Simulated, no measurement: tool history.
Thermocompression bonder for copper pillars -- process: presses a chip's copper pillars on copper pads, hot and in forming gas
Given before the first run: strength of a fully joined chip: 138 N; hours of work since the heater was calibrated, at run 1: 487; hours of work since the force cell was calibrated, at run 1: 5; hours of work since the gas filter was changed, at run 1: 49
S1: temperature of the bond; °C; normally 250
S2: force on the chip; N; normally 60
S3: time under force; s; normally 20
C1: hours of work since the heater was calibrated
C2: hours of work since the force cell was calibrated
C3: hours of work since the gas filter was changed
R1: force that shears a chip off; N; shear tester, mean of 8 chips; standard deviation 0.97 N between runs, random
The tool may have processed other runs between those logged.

run	hour	S1	S2	S3	C1	C2	C3	R1
1	0.0	250	60	20	487	5	49	92.5
2	34.4	250	60	20	512	30	74	90.3
3	55.9	250	60	20	527	45	89	89.4
4	101.3	250	60	20	560	78	122	87.9
5	141.1	250	60	20	588	106	150	85.6
# hour 156.9: forming gas filter changed
6	162.6	250	60	20	603	121	4	94.9
7	187.3	250	60	20	621	139	22	94.5
8	212.0	250	52	20	638	157	39	88.4
9	246.6	244	60	20	663	181	64	86.6
10	271.8	244	60	20	681	199	82	86.9
11	293.1	244	60	20	696	215	97	86.7
12	338.8	261	60	20	729	247	130	95.7
13	364.0	231	60	20	747	265	148	72.5
# hour 381.7: forming gas filter changed
14	386.9	231	60	20	763	281	4	83.7
15	411.7	231	60	20	781	299	21	82.5
16	456.2	231	60	16	813	331	53	74.2
17	480.7	231	60	16	830	348	71	72.9
18	522.3	250	60	21	860	378	101	92.8
# hour 526.6: heater calibrated with a thermocouple chip
19	566.1	250	60	21	28	408	130	91.4
20	594.0	250	60	21	48	428	150	90.6
# hour 611.1: forming gas filter changed
21	618.1	242	60	18	65	445	5	91.0
# hour 647.7: heater calibrated with a thermocouple chip, once more
22	658.2	242	60	18	8	472	32	86.0
23	690.9	242	60	18	31	495	56	82.7
24	730.2	242	60	18	59	524	84	82.3
25	760.4	242	60	18	81	545	105	81.4
26	795.4	242	60	18	106	570	130	78.2
27	827.6	256	42	18	129	593	153	73.5
# hour 838.0: forming gas filter changed
28	854.8	250	60	52	148	612	12	115.2
29	896.5	250	60	52	178	642	42	113.0
30	927.0	250	41	52	199	664	64	97.5
31	955.6	236	89	16	220	684	84	92.2
32	989.4	236	89	16	244	709	108	89.8
33	1027.5	274	50	12	271	736	136	82.8
34	1055.6	274	50	12	291	756	156	84.2
# hour 1064.6: forming gas filter changed
35	1081.2	274	50	12	309	774	12	92.0
36	1120.0	274	64	49	337	802	40	125.8
37	1164.5	274	64	49	369	833	71	123.0
38	1190.9	274	64	49	388	852	90	120.2

The logged runs with the hidden state left out (each run's random variation unchanged):
Hidden state at play: true temperature of the bond over the reading, C; force that reaches the chip, % of what is set; oxide that the forming gas leaves, % of the face; drift of the gauge itself on shear_n, %.
run	R1
1	95.3
2	94.9
3	95.0
4	95.7
5	95.1
6	93.3
7	94.0
8	88.7
9	88.5
10	89.9
11	90.6
12	103.2
13	78.5
14	80.9
15	80.7
16	74.0
17	73.5
18	96.7
19	96.8
20	97.4
21	86.9
22	87.1
23	85.2
24	86.3
25	86.7
26	85.0
27	81.3
28	115.2
29	115.3
30	100.5
31	96.1
32	95.4
33	89.9
34	92.7
35	90.5
36	128.4
37	128.6
38	127.5
